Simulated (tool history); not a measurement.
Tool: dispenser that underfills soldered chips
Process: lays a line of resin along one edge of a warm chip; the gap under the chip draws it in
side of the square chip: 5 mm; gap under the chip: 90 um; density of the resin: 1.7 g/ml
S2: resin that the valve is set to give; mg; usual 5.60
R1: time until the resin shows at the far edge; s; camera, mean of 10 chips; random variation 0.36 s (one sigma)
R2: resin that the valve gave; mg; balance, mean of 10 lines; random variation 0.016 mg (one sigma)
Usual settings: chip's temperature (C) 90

{"run": 1, "hour": 0.0, "chip's temperature (C)": 90, "S2": 5.6, "R1": 22.8, "R2": 5.28}
{"hour": 3.0, "done": "dispensing valve cleaned and set on the balance"}
{"run": 2, "hour": 8.2, "chip's temperature (C)": 90, "S2": 5.6, "R1": 35.3, "R2": 5.55}
{"hour": 11.6, "done": "new syringe of resin"}
{"run": 3, "hour": 16.7, "chip's temperature (C)": 90, "S2": 5.6, "R1": 26.5, "R2": 5.53}
{"hour": 24.4, "done": "new syringe of resin"}
{"run": 4, "hour": 25.7, "chip's temperature (C)": 90, "S2": 7.14, "R1": 20.9, "R2": 7.04}
{"run": 5, "hour": 33.2, "chip's temperature (C)": 90, "S2": 7.14, "R1": 31.4, "R2": 7.04}
{"hour": 37.1, "done": "new syringe of resin"}
{"run": 6, "hour": 41.8, "chip's temperature (C)": 78, "S2": 5.6, "R1": 37.7, "R2": 5.47}
{"hour": 49.9, "done": "new syringe of resin"}
{"run": 7, "hour": 50.7, "chip's temperature (C)": 78, "S2": 5.6, "R1": 30.1, "R2": 5.5}

The next listed run, before its measurement:
{"run": 8, "hour": 54.8, "chip's temperature (C)": 78, "S2": 5.6, "R1": "?", "R2": "?"}

Run 8 gave R1 38.7 s, R2 5.47 mg.
Without the tool's hidden state the same run would have given R1 29.5 s, R2 5.61 mg.

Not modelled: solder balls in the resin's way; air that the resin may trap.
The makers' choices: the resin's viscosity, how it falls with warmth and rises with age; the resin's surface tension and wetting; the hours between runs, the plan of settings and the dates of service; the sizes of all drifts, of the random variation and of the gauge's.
